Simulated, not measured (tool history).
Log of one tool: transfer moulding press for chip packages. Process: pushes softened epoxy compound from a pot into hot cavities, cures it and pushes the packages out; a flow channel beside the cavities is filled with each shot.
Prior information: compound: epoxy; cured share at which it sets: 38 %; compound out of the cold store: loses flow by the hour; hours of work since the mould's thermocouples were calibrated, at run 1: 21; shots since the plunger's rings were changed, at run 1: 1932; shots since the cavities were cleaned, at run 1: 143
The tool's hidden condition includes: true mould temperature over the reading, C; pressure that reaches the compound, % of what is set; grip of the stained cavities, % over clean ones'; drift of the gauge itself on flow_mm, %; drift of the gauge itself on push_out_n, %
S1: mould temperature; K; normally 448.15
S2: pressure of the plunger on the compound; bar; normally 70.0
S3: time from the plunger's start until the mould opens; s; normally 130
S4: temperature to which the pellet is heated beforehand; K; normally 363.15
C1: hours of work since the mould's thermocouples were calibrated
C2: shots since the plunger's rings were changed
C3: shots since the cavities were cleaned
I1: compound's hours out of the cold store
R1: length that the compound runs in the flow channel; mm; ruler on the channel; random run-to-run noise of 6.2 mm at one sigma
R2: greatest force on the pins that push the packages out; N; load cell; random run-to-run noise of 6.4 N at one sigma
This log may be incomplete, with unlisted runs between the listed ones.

Run 1, hour 0.0: usual settings; C1 21; C2 1932; C3 143; I1 18.4. Result: R1 904 mm, R2 257 N.
Run 2, hour 6.6: usual settings but S2 87.4 bar; C1 26; C2 2011; C3 222; I1 42.8. Result: R1 904 mm, R2 259 N.
Run 3, hour 14.8: usual settings but S2 87.4 bar; C1 32; C2 2109; C3 320; I1 29.6. Result: R1 956 mm, R2 248 N.
Run 4, hour 23.9: usual settings; C1 39; C2 2217; C3 428; I1 42.5. Result: R1 809 mm, R2 254 N.
Run 5, hour 32.5: usual settings; C1 45; C2 2320; C3 531; I1 39.8. Result: R1 819 mm, R2 262 N.
Run 6, hour 37.7: usual settings; C1 49; C2 2382; C3 593; I1 33.6. Result: R1 831 mm, R2 245 N.
Run 7, hour 43.2: usual settings; C1 54; C2 2447; C3 658; I1 40.1. Result: R1 813 mm, R2 258 N.
At hour 50.9: cavities cleaned with cleaning compound and waxed.
Run 8, hour 53.5: usual settings; C1 60; C2 2552; C3 31; I1 14.7. Result: R1 910 mm, R2 255 N.
Run 9, hour 60.9: usual settings but S4 361.15 K; C1 66; C2 2640; C3 119; I1 8.9. Result: R1 942 mm, R2 264 N.
Run 10, hour 65.5: usual settings; C1 69; C2 2696; C3 175; I1 46.1. Result: R1 795 mm, R2 259 N.
Run 11, hour 70.9: usual settings but S4 357.15 K; C1 74; C2 2760; C3 239; I1 24.0. Result: R1 866 mm, R2 251 N.
Run 12, hour 76.0: usual settings but S1 449.15 K; C1 77; C2 2821; C3 300; I1 12.3. Result: R1 915 mm, R2 262 N.
Run 13, hour 83.8: usual settings but S1 449.15 K, S2 81.4 bar; C1 83; C2 2913; C3 392; I1 30.8. Result: R1 917 mm, R2 250 N.
Run 14, hour 89.7: usual settings; C1 88; C2 2984; C3 463; I1 33.6. Result: R1 843 mm, R2 266 N.
Run 15, hour 99.6: usual settings but S3 132 s; C1 95; C2 3102; C3 581; I1 10.3. Result: R1 926 mm, R2 262 N.
Run 16, hour 105.2: usual settings but S3 132 s; C1 100; C2 3168; C3 647; I1 13.0. Result: R1 905 mm, R2 255 N.
Run 17, hour 110.6: usual settings but S3 132 s; C1 104; C2 3234; C3 713; I1 32.0. Result: R1 845 mm, R2 252 N.
At hour 113.7: cavities cleaned with cleaning compound and waxed.
Run 18, hour 118.3: usual settings but S3 132 s; C1 109; C2 3308; C3 56; I1 47.3. Result: R1 796 mm, R2 246 N.
Run 19, hour 125.1: usual settings but S3 132 s; C1 114; C2 3388; C3 136; I1 22.3. Result: R1 873 mm, R2 256 N.
At hour 130.3: plunger's sealing rings changed.
Run 20, hour 137.1: usual settings but S2 52.8 bar, S3 132 s, S4 355.15 K; C1 121; C2 82; C3 250; I1 44.7. Result: R1 687 mm, R2 241 N.
Run 21, hour 143.1: usual settings but S1 451.15 K, S2 52.8 bar, S3 115 s, S4 355.15 K; C1 125; C2 153; C3 321; I1 39.7. Result: R1 707 mm, R2 260 N.
Run 22, hour 150.7: usual settings but S1 451.15 K, S2 52.8 bar, S3 115 s, S4 355.15 K; C1 131; C2 245; C3 413; I1 23.8. Result: R1 754 mm, R2 269 N.
Run 23, hour 160.5: usual settings but S1 456.15 K, S2 52.8 bar, S3 115 s, S4 354.15 K; C1 139; C2 361; C3 529; I1 28.7. Result: R1 727 mm, R2 223 N.
Run 24, hour 169.9: usual settings but S1 456.15 K, S2 52.8 bar, S3 115 s, S4 354.15 K; C1 146; C2 473; C3 641; I1 38.0. Result: R1 702 mm, R2 233 N.
At hour 179.0: cavities cleaned with cleaning compound and waxed.
Run 25, hour 179.6: usual settings but S1 442.15 K, S2 85.4 bar, S3 119 s, S4 360.15 K; C1 152; C2 571; C3 8; I1 12.1. Result: R1 1048 mm, R2 472 N.
Run 26, hour 189.2: usual settings but S2 58.6 bar, S4 356.15 K; C1 159; C2 686; C3 123; I1 33.9. Result: R1 766 mm, R2 246 N.
Run 27, hour 196.5: usual settings but S2 58.6 bar, S4 356.15 K; C1 165; C2 773; C3 210; I1 8.7. Result: R1 847 mm, R2 271 N.
Run 28, hour 206.3: usual settings but S2 85.6 bar, S4 356.15 K; C1 173; C2 890; C3 327; I1 15.2. Result: R1 1003 mm, R2 269 N.

What if the next run were any one of these 3? Each begins from the tool's condition after run 28:
Run A, hour 215.3: usual settings but S2 65.9 bar, S4 362.15 K; C1 179; C2 996; C3 433; I1 27.7. Result: R1 ?, R2 ?.
Run B, hour 215.3: usual settings but S1 449.15 K, S2 56.2 bar, S3 112 s; C1 179; C2 996; C3 433; I1 37.3. Result: R1 ?, R2 ?.
Run C, hour 215.3: usual settings but S2 85.6 bar, S3 133 s, S4 356.15 K; C1 179; C2 996; C3 433; I1 44.6. Result: R1 ?, R2 ?.

run   R1   R2
  A  834  251
  B  731  285
  C  906  258
Take away the tool's hidden state, keep each run's random variation, and the runs would have read:
run   R1   R2
  A  834  250
  B  732  283
  C  906  256

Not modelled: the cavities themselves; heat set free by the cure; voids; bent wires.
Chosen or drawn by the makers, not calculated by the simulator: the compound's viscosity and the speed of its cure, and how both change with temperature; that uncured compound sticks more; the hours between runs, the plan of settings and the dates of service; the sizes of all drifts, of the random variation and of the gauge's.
